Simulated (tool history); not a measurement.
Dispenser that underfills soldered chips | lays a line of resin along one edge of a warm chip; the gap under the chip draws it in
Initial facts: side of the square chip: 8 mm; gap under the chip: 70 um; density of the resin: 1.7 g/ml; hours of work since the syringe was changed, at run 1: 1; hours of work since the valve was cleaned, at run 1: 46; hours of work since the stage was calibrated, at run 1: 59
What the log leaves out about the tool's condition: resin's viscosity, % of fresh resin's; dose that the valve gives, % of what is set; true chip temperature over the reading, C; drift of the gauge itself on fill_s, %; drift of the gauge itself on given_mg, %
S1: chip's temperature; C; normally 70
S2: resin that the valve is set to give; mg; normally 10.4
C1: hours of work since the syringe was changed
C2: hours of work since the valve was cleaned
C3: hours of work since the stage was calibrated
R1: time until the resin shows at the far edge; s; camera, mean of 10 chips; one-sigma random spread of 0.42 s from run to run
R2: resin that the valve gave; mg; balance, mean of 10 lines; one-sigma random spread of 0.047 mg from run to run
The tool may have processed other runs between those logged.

run,hour,S1,S2,C1,C2,C3,R1,R2
1,0,70,10.4,1,46,59,30.1,9.96
2,4.2,70,9.7,4,49,62,34.8,9.27
# hour 7.9: new syringe of resin
3,8.9,77,10.4,1,52,65,23.5,9.86
4,11.3,77,10.4,2,54,67,24.9,9.83
5,14.3,70,10.4,4,56,69,35,9.84
# hour 17.9: new syringe of resin
6,19.4,70,10.4,1,59,72,31.3,9.77
7,21.8,57,10.4,3,61,74,55.1,9.8
8,24.5,70,9.6,5,63,76,34.5,9.02
9,27,60,10.4,6,64,78,54.8,9.77
# hour 27.7: new syringe of resin
10,31,60,10.4,2,67,80,48.1,9.77
# hour 34.2: dispensing valve cleaned and set on the balance
11,36,60,10.4,5,1,83,51.9,10.42
# hour 38.6: new syringe of resin
12,39.2,60,10.4,0,3,85,46.1,10.37
13,41.9,60,10.4,2,5,87,48.3,10.34
14,46.6,60,10.4,6,8,90,53.4,10.28
# hour 48.2: new syringe of resin
15,50.5,56,10.4,2,11,92,55.9,10.24
16,55.4,56,10.4,5,14,96,62.9,10.23
# hour 58: new syringe of resin
17,58,70,10.4,0,16,97,29.7,10.25
18,62.2,70,10.4,3,19,100,32.7,10.13
19,65.5,70,9.9,5,21,103,35.2,9.76
# hour 67.9: new syringe of resin
20,68.2,70,9.9,0,23,104,30,9.65
21,73.5,70,11.1,4,26,108,32.7,10.81
# hour 77.6: new syringe of resin
22,78.8,70,11.1,1,30,111,30.2,10.77
23,83,72,11.3,4,33,114,30.6,10.93
# hour 87.5: new syringe of resin
24,88.6,60,8.8,1,36,118,49.3,8.56
25,90.9,70,10.8,2,38,120,31.7,10.34
26,94.1,69,9.3,5,40,122,37,8.93
# hour 97.1: new syringe of resin
27,99.7,69,11.2,2,44,126,31.1,10.74
28,104.6,70,10.5,5,47,129,33.4,10.05
# hour 106.8: new syringe of resin
29,109.4,70,9,2,50,132,32.5,8.58
30,112.4,64,11.9,4,52,134,41.5,11.23
31,115.2,64,11.9,6,54,136,44,11.24
# hour 116.5: new syringe of resin
32,117.9,55,13.1,1,56,138,54.7,12.37
33,121.2,78,9,3,58,140,25.1,8.54
34,123.7,69,10.4,5,60,142,36.1,9.84
# hour 126.1: new syringe of resin
35,128.6,64,9.7,2,63,145,40.4,9.05
36,134.2,64,9.7,6,67,149,44.8,9.12

3 ways to go on from here, each from the tool as it stands after run 36. What would each give?
# hour 136: new syringe of resin
# hour 137.5: dispensing valve cleaned and set on the balance
A,139.1,80,9.7,1,1,151,?,?
# hour 136: new syringe of resin
# hour 137.5: dispensing valve cleaned and set on the balance
B,139.1,63,13.5,1,1,151,?,?
# hour 136: new syringe of resin
# hour 137.5: dispensing valve cleaned and set on the balance
C,139.1,69,11.3,1,1,151,?,?

run,R1,R2
A,21.5,9.69
B,39.4,13.5
C,31.7,11.27
Had the tool no hidden state, the same runs would have come out as:
run,R1,R2
A,20.4,9.71
B,37.4,13.52
C,30.1,11.29
